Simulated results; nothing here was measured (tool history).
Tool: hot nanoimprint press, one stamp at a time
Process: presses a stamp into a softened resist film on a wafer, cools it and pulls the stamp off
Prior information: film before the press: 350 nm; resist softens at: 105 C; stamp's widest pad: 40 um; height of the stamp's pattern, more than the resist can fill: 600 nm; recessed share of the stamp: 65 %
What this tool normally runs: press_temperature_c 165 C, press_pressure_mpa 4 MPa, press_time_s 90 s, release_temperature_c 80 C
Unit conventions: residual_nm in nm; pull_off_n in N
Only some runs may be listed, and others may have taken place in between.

Run 1, hour 0: usual settings. Result: residual_nm 140.8 nm, pull_off_n 130 N.
Run 2, hour 71.6: usual settings. Result: residual_nm 141 nm, pull_off_n 131 N.
At hour 108.8: press's hydraulic seals changed and the load cell set to zero.
Run 3, hour 111.5: usual settings. Result: residual_nm 141.1 nm, pull_off_n 129 N.
Run 4, hour 159.2: usual settings but press_temperature_c 167 C. Result: residual_nm 128.5 nm, pull_off_n 131 N.
Run 5, hour 195.6: usual settings but press_temperature_c 167 C, release_temperature_c 79 C. Result: residual_nm 129.2 nm, pull_off_n 132 N.
At hour 251.7: plate thermocouple calibrated.
Run 6, hour 257.3: usual settings but press_temperature_c 167 C, release_temperature_c 79 C. Result: residual_nm 128.9 nm, pull_off_n 134 N.
Run 7, hour 321.8: usual settings but press_temperature_c 167 C, release_temperature_c 79 C. Result: residual_nm 128.6 nm, pull_off_n 133 N.
Run 8, hour 386.9: usual settings but press_pressure_mpa 5.28 MPa, press_time_s 136 s. Result: residual_nm 103.6 nm, pull_off_n 130 N.
Run 9, hour 456.7: usual settings but press_temperature_c 174 C, press_pressure_mpa 5.28 MPa, press_time_s 78 s. Result: residual_nm 87.7 nm, pull_off_n 133 N.
At hour 467.4: stamp cleaned and given a new release coat.
Run 10, hour 531.4: usual settings but press_temperature_c 174 C, press_pressure_mpa 5.28 MPa, press_time_s 78 s. Result: residual_nm 87.5 nm, pull_off_n 129 N.
Run 11, hour 595.7: usual settings but press_pressure_mpa 3.27 MPa, press_time_s 74 s, release_temperature_c 86 C. Result: residual_nm 165.7 nm, pull_off_n 117 N.
Run 12, hour 656.7: usual settings but press_pressure_mpa 5.78 MPa, press_time_s 67 s, release_temperature_c 69 C. Result: residual_nm 132.3 nm, pull_off_n 160 N.
Run 13, hour 722.4: usual settings but press_pressure_mpa 5.78 MPa, press_time_s 67 s, release_temperature_c 69 C. Result: residual_nm 132.9 nm, pull_off_n 161 N.

The logged runs with the hidden state left out (each run's random variation unchanged):
Hidden state at play: true temperature over the reading, C; pressure that arrives at the usual setting, %; grip of the stamp's worn release coat, % over a new coat's; drift of the gauge itself on residual_nm, %; drift of the gauge itself on pull_off_n, %.
run  residual_nm
  1        140.7
  2          141
  3        141.3
  4        128.7
  5        129.4
  6        129.1
  7        128.9
  8        103.8
  9           88
 10         87.8
 11        166.4
 12        132.8
 13        133.5
For pull_off_n, the value without the hidden state is never more than 1 N from the measured value.
